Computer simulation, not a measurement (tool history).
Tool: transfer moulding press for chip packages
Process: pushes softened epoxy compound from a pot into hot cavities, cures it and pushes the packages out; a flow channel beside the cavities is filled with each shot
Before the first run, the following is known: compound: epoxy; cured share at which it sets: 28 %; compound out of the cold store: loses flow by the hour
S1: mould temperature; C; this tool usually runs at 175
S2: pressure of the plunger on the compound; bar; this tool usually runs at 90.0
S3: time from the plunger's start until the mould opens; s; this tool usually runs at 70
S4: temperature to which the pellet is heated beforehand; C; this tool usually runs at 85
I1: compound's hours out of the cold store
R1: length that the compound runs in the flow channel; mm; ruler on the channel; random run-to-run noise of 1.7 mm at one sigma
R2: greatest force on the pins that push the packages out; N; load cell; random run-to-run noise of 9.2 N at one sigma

Run 1, day 0.000: usual settings; I1 22.8. Result: R1 767 mm, R2 721 N.
At day 0.242: cavities cleaned with cleaning compound and waxed.
Run 2, day 0.583: usual settings but S4 92 C; I1 46.1. Result: R1 711 mm, R2 754 N.
Run 3, day 1.325: usual settings but S4 92 C; I1 11.0. Result: R1 794 mm, R2 826 N.
At day 1.596: cavities cleaned with cleaning compound and waxed.
Run 4, day 1.946: usual settings but S4 92 C; I1 18.6. Result: R1 772 mm, R2 557 N.
Run 5, day 2.308: usual settings but S2 109.1 bar; I1 15.7. Result: R1 859 mm, R2 635 N.
Run 6, day 2.629: usual settings but S2 109.1 bar; I1 22.5. Result: R1 838 mm, R2 674 N.
At day 2.929: cavities cleaned with cleaning compound and waxed.
At day 3.267: cavities cleaned with cleaning compound and waxed, once more.
Run 7, day 3.275: usual settings but S2 109.1 bar; I1 35.8. Result: R1 804 mm, R2 456 N.
Run 8, day 3.821: usual settings but S2 109.1 bar, S4 89 C; I1 29.2. Result: R1 818 mm, R2 606 N.
Run 9, day 4.183: usual settings but S2 109.1 bar, S4 89 C; I1 21.9. Result: R1 837 mm, R2 668 N.
At day 4.583: cavities cleaned with cleaning compound and waxed.
Run 10, day 4.742: usual settings but S2 109.1 bar, S4 89 C; I1 11.0. Result: R1 864 mm, R2 512 N.
Run 11, day 5.304: usual settings but S2 109.1 bar, S4 89 C; I1 21.7. Result: R1 838 mm, R2 635 N.
Run 12, day 5.754: usual settings but S1 182 C, S2 109.1 bar, S4 89 C; I1 44.8. Result: R1 756 mm, R2 482 N.
At day 5.912: cavities cleaned with cleaning compound and waxed.
Run 13, day 6.525: usual settings but S2 73.9 bar; I1 37.3. Result: R1 654 mm, R2 604 N.
Run 14, day 6.988: usual settings but S2 73.9 bar; I1 41.2. Result: R1 644 mm, R2 697 N.
At day 7.271: cavities cleaned with cleaning compound and waxed.
Run 15, day 7.512: usual settings but S2 73.9 bar; I1 36.5. Result: R1 652 mm, R2 508 N.
Run 16, day 7.833: usual settings but S2 92.7 bar, S3 55 s, S4 88 C; I1 13.2. Result: R1 787 mm, R2 1077 N.
Run 17, day 8.283: usual settings but S2 92.7 bar, S3 55 s, S4 88 C; I1 21.8. Result: R1 761 mm, R2 1237 N.
At day 8.646: cavities cleaned with cleaning compound and waxed.
Run 18, day 8.804: usual settings but S1 176 C, S3 78 s; I1 18.2. Result: R1 758 mm, R2 396 N.
Run 19, day 9.454: usual settings but S2 75.2 bar, S3 98 s, S4 88 C; I1 11.5. Result: R1 711 mm, R2 449 N.
Run 20, day 9.846: usual settings but S2 99.2 bar, S3 59 s, S4 79 C; I1 30.3. Result: R1 768 mm, R2 1102 N.
At day 9.979: cavities cleaned with cleaning compound and waxed.
Run 21, day 10.517: usual settings but S2 99.2 bar, S3 75 s, S4 79 C; I1 19.4. Result: R1 793 mm, R2 524 N.
At day 10.967: plunger's sealing rings changed.
Run 22, day 10.967: usual settings but S1 171 C, S2 89.1 bar, S4 76 C; I1 32.4. Result: R1 757 mm, R2 913 N.
Run 23, day 11.292: usual settings but S3 75 s, S4 87 C; I1 25.7. Result: R1 759 mm, R2 619 N.
At day 11.408: cavities cleaned with cleaning compound and waxed.
At day 11.738: mould's thermocouples calibrated.
Run 24, day 12.179: usual settings but S1 183 C; I1 9.2. Result: R1 775 mm, R2 433 N.

Forecast run 25:
At day 12.812: cavities cleaned with cleaning compound and waxed.
Run 25, day 12.904: usual settings but S1 183 C, S2 86.7 bar, S3 95 s, S4 94 C; I1 28.6. Result: R1 ?, R2 ?.

{"run 25": {"R1": 711, "R2": 306}}
With the hidden condition absent and the run-to-run variation left alone, this run would have shown R1 716 mm, R2 284 N.
